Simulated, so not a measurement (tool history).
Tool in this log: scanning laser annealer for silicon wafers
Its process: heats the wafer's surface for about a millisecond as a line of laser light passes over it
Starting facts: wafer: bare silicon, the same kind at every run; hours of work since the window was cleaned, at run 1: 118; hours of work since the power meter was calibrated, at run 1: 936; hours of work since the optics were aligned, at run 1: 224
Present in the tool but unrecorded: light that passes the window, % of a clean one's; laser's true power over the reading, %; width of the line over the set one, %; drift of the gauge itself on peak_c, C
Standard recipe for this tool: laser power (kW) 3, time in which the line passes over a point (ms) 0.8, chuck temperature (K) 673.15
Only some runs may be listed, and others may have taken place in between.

run,day,laser power (kW),time in which the line passes over a point (ms),chuck temperature (K),hours of work since the window was cleaned,hours of work since the power meter was calibrated,hours of work since the optics were aligned,highest temperature of the surface (K)
1,0,3,0.8,673.15,118,936,224,1463.15
2,1.142,3,0.8,673.15,139,957,245,1462.15
3,1.854,3,0.8,684.15,152,970,258,1471.15
4,3.033,3,0.838,673.15,174,991,279,1474.15
5,3.65,3,0.838,673.15,185,1003,291,1475.15
6,4.696,3,0.838,673.15,204,1022,310,1478.15
7,5.308,3.093,0.838,673.15,215,1033,321,1505.15
8,6.338,3.093,0.838,673.15,234,1052,340,1504.15
9,7.446,3,0.8,707.15,254,1072,360,1494.15
10,8.1,3.211,0.8,673.15,266,1084,372,1522.15
11,9.4,3,0.8,673.15,290,1108,396,1460.15
12,10.392,2.598,0.8,673.15,308,1126,414,1342.15
13,11.383,2.707,0.8,673.15,326,1144,432,1370.15
14,12.204,2.707,0.8,673.15,341,1159,447,1375.15
15,13.408,2.707,0.8,673.15,363,1181,469,1372.15
16,14.658,3,0.59,673.15,386,1204,492,1361.15
17,15.946,3,0.59,673.15,410,1227,515,1363.15
18,16.992,2.909,0.8,673.15,429,1246,534,1429.15
19,17.85,3,0.922,713.15,445,1262,550,1548.15
20,18.45,3,0.922,678.15,456,1273,561,1517.15

The next listed run, before its measurement:
21,19.383,3.033,0.922,710.15,473,1290,578,?

highest temperature of the surface (K): 1558.15
Take away the tool's hidden state, keep the run-to-run variation as it was, and the same run would have given highest temperature of the surface (K) 1559.15.

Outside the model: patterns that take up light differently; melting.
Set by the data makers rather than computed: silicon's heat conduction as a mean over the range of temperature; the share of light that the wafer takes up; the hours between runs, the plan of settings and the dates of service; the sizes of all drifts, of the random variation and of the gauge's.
